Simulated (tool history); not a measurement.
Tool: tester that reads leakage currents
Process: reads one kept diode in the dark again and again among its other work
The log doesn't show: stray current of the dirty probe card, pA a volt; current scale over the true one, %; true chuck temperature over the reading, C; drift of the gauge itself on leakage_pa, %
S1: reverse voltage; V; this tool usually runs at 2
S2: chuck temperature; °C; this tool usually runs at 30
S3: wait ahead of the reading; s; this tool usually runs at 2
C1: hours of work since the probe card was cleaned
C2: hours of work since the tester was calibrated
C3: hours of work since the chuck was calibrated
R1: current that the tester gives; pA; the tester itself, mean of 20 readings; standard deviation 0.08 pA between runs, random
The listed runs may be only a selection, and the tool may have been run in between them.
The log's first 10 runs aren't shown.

run 11 day=22.217 | S1=2 S2=30 S3=2.68 | C1=1347 C2=1227 C3=43 | R1=24.34
-- day=24.4 chuck's temperature calibrated, once more
run 12 day=25.204 | S1=2 S2=30 S3=2.68 | C1=1377 C2=1257 C3=8 | R1=23.36
run 13 day=27.692 | S1=2 S2=30 S3=2.68 | C1=1402 C2=1283 C3=34 | R1=23.59
run 14 day=29.35 | S1=2 S2=30 S3=2.68 | C1=1419 C2=1299 C3=51 | R1=23.74
run 15 day=31.033 | S1=2 S2=36 S3=2 | C1=1437 C2=1317 C3=68 | R1=37.02
run 16 day=32.946 | S1=2 S2=36 S3=2 | C1=1456 C2=1336 C3=88 | R1=37.06
run 17 day=34.875 | S1=1.3 S2=26 S3=3.48 | C1=1476 C2=1356 C3=107 | R1=14.49
run 18 day=36.971 | S1=1.3 S2=26 S3=3.48 | C1=1497 C2=1378 C3=129 | R1=14.54
run 19 day=38.483 | S1=3.58 S2=30 S3=1.52 | C1=1513 C2=1393 C3=144 | R1=31.54
run 20 day=40.233 | S1=8.38 S2=46 S3=6.95 | C1=1531 C2=1411 C3=162 | R1=140.97
run 21 day=42.917 | S1=8.27 S2=36 S3=3.13 | C1=1558 C2=1439 C3=190 | R1=71.56
run 22 day=45.408 | S1=16.18 S2=31 S3=0.45 | C1=1584 C2=1464 C3=215 | R1=78.11
run 23 day=47.217 | S1=19.32 S2=24 S3=4.72 | C1=1602 C2=1483 C3=234 | R1=60.7
run 24 day=48.846 | S1=19.32 S2=24 S3=4.72 | C1=1619 C2=1499 C3=251 | R1=60.97
run 25 day=51.512 | S1=19.32 S2=24 S3=4.72 | C1=1646 C2=1527 C3=278 | R1=61.54
run 26 day=53.525 | S1=1.09 S2=22 S3=0.69 | C1=1667 C2=1547 C3=298 | R1=10.31
run 27 day=55.45 | S1=4.39 S2=21 S3=6.52 | C1=1687 C2=1567 C3=318 | R1=20.52
run 28 day=56.967 | S1=4.39 S2=21 S3=6.52 | C1=1702 C2=1582 C3=334 | R1=20.51
run 29 day=59.633 | S1=4.39 S2=21 S3=6.52 | C1=1730 C2=1610 C3=361 | R1=20.78
run 30 day=61.358 | S1=4.39 S2=21 S3=6.52 | C1=1747 C2=1628 C3=379 | R1=20.82
run 31 day=62.892 | S1=2 S2=58 S3=1.59 | C1=1763 C2=1643 C3=395 | R1=183.69

Forecast each of these 3 alternatives for the next run:
run A day=65.758 | S1=2 S2=21 S3=2 | C1=1792 C2=1673 C3=424 | R1=?
run B day=65.758 | S1=8.84 S2=30 S3=2.72 | C1=1792 C2=1673 C3=424 | R1=?
run C day=65.758 | S1=2 S2=37 S3=1.59 | C1=1792 C2=1673 C3=424 | R1=?

run=A R1=13.46
run=B R1=53.31
run=C R1=41.19
Without the tool's unlogged condition, the same runs would have read:
run=A R1=9.76
run=B R1=37.1
run=C R1=37.01
